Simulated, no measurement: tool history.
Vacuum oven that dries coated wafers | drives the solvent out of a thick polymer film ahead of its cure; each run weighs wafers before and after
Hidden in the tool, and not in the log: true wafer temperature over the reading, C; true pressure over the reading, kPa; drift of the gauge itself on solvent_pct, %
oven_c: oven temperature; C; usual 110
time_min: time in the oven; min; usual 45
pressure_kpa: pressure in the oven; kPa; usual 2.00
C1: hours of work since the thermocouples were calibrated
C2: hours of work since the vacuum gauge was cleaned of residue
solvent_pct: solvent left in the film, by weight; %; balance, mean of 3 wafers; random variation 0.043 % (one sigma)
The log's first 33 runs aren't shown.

{"run": 34, "hour": 430.2, "oven_c": 110, "time_min": 45, "pressure_kpa": 4.57, "C1": 545, "C2": 356, "solvent_pct": 2.06}
{"run": 35, "hour": 441.4, "oven_c": 115, "time_min": 45, "pressure_kpa": 2.0, "C1": 553, "C2": 364, "solvent_pct": 0.86}
{"run": 36, "hour": 451.3, "oven_c": 103, "time_min": 36, "pressure_kpa": 3.33, "C1": 560, "C2": 371, "solvent_pct": 2.8}
{"run": 37, "hour": 465.0, "oven_c": 110, "time_min": 45, "pressure_kpa": 1.09, "C1": 570, "C2": 381, "solvent_pct": 0.88}
{"run": 38, "hour": 474.0, "oven_c": 105, "time_min": 45, "pressure_kpa": 1.09, "C1": 576, "C2": 387, "solvent_pct": 1.26}
{"run": 39, "hour": 486.8, "oven_c": 105, "time_min": 45, "pressure_kpa": 1.09, "C1": 585, "C2": 396, "solvent_pct": 1.26}
{"run": 40, "hour": 494.9, "oven_c": 124, "time_min": 54, "pressure_kpa": 2.0, "C1": 591, "C2": 402, "solvent_pct": 0.49}
{"run": 41, "hour": 508.3, "oven_c": 123, "time_min": 40, "pressure_kpa": 2.0, "C1": 600, "C2": 411, "solvent_pct": 0.57}
{"run": 42, "hour": 524.7, "oven_c": 125, "time_min": 31, "pressure_kpa": 3.07, "C1": 612, "C2": 423, "solvent_pct": 0.98}
{"run": 43, "hour": 535.3, "oven_c": 120, "time_min": 31, "pressure_kpa": 3.07, "C1": 619, "C2": 430, "solvent_pct": 1.26}
{"run": 44, "hour": 546.5, "oven_c": 123, "time_min": 43, "pressure_kpa": 2.0, "C1": 627, "C2": 438, "solvent_pct": 0.57}
{"run": 45, "hour": 562.4, "oven_c": 123, "time_min": 43, "pressure_kpa": 2.0, "C1": 638, "C2": 449, "solvent_pct": 0.51}
{"run": 46, "hour": 571.9, "oven_c": 121, "time_min": 45, "pressure_kpa": 2.45, "C1": 645, "C2": 456, "solvent_pct": 0.69}

3 ways to go on from here, each from the tool as it stands after run 46. What would each give?
{"run": "A", "hour": 586.3, "oven_c": 99, "time_min": 37, "pressure_kpa": 2.0, "C1": 655, "C2": 466, "solvent_pct": "?"}
{"run": "B", "hour": 586.3, "oven_c": 115, "time_min": 30, "pressure_kpa": 6.05, "C1": 655, "C2": 466, "solvent_pct": "?"}
{"run": "C", "hour": 586.3, "oven_c": 101, "time_min": 65, "pressure_kpa": 4.24, "C1": 655, "C2": 466, "solvent_pct": "?"}

run=A solvent_pct=2.87
run=B solvent_pct=2.49
run=C solvent_pct=2.26
Without the tool's hidden state the same runs would have given:
run=A solvent_pct=2.88
run=B solvent_pct=2.49
run=C solvent_pct=2.26

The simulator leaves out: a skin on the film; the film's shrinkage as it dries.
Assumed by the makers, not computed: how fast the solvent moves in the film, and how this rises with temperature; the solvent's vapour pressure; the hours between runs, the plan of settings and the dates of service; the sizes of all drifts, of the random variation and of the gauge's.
